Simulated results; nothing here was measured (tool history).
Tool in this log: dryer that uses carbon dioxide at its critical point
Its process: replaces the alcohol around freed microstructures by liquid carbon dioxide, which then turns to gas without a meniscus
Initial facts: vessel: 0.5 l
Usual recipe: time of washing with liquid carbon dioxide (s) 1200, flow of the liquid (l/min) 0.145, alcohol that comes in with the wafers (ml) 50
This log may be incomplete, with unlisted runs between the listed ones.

run,day,time of washing with liquid carbon dioxide (s),flow of the liquid (l/min),alcohol that comes in with the wafers (ml),alcohol left in the vessel before it's heated (ppm by volume)
1,0,1200,0.145,50,1955
2,0.433,1200,0.145,50,1949
3,0.771,1200,0.145,70,2775
4,1.25,1200,0.145,70,2806
5,1.729,1200,0.145,70,2760
6,1.983,1200,0.145,50,1984
7,2.321,1200,0.145,50,2027
8,2.733,1200,0.145,50,1928
9,3.146,1200,0.145,50,2072
10,3.354,1200,0.145,50,2086
11,3.75,1200,0.145,50,2123
12,4.112,1200,0.145,50,2077
13,4.517,1200,0.145,50,2063
14,4.75,1200,0.145,50,2090
15,5.083,1200,0.145,50,2067
16,5.358,1200,0.145,50,2136
17,5.825,1200,0.145,50,2184
18,6.296,1200,0.145,24,1049
19,6.596,1200,0.145,24,1058
20,7.021,1200,0.145,24,1035
21,7.333,780,0.16,27,3461
22,7.612,1200,0.125,50,3679
23,7.962,780,0.164,40,4726
24,8.192,780,0.242,64,2223
25,8.688,1260,0.196,50,491
26,9.038,1260,0.179,101,1524
27,9.271,1260,0.179,101,1479
28,9.721,900,0.157,50,4685
29,10.088,780,0.126,21,4882
30,10.538,1200,0.134,50,2979
31,10.808,1200,0.125,50,3724
32,11.017,1200,0.165,50,1387
33,11.3,1440,0.145,50,1108
34,11.788,1440,0.145,50,1124
35,12.242,900,0.145,46,5533

What will run 36 give?
36,12.583,900,0.145,46,?

alcohol left in the vessel before it's heated (ppm by volume): 5625
Without the tool's hidden state the same run would have given alcohol left in the vessel before it's heated (ppm by volume) 3437.
